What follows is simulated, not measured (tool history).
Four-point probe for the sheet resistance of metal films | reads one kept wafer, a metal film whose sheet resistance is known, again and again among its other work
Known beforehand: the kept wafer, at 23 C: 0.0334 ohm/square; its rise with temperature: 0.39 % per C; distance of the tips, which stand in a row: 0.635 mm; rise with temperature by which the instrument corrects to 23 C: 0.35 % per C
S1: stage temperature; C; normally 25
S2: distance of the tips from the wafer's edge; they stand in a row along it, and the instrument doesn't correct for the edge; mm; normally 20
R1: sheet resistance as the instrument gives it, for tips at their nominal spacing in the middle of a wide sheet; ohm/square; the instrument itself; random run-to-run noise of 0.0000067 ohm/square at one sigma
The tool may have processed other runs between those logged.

run    hour  S1  S2        R1
  1       0  25  20  0.033425
  2    47.4  25  20  0.033452
  3    98.5  25  20  0.033447
  4   154.6  25  20  0.033432
  5     190  25  20  0.033427
  6   230.8  25   3  0.034204
  7   275.9  26  20  0.033459
  8   307.8  33  20  0.033527
  9   337.9  33  20  0.033527
 10   390.6  25  20  0.033448
 11   441.3  19  20  0.033362
 12   494.9  23  20  0.033416
 13   530.5  23  20  0.033406
 14   571.3  25  14  0.033466
 15   634.6  25  14  0.033458
 16   693.8  25  14   0.03345
 17   723.2  25  14  0.033454
 18   775.9  25  14  0.033462
 19     839  22  20  0.033413
 20     897  22  20  0.033423
 21   935.6  22  20  0.033401
 22   968.3  24   7  0.033546
 23  1007.7  28   3  0.034248
 24  1038.6  31   4  0.033944
 25  1094.2  27  56  0.033447
 26    1130  27  56  0.033448
 27    1180  32  21  0.033515
 28  1226.7  29  53  0.033467
 29  1291.9  31  53  0.033493
 30  1346.6  31  53   0.03348
 31  1391.4  31  53  0.033497
 32  1446.8  23  12  0.033456
 33  1475.9  23  12  0.033438
 34  1544.5  23  12  0.033447
 35    1596  23  12  0.033442
 36  1646.7  33   4  0.033968
 37  1704.1  33   4  0.033964
 38  1734.1  29  32  0.033477
 39  1777.5  29  32  0.033476
 40  1824.7  20  51  0.033355
 41  1858.1  20  51  0.033354
 42  1906.4  20  51  0.033358

Not shown here: 2 entries made in the log between runs. Locate each between two listed runs and compare the hidden state at the listed run before it with the hidden state at the listed run after it:
Run 1 -> run 2: new probe head fitted (hour 22.5)
  inner tips' distance over the nominal, %: -0.013 -> -0.006; tips' flats over new ones', %: 1 -> 0
Run 27 -> run 28: stage's thermometer calibrated (hour 1185.2)
  wafer's true temperature over the reading, C: -0.01 -> 0
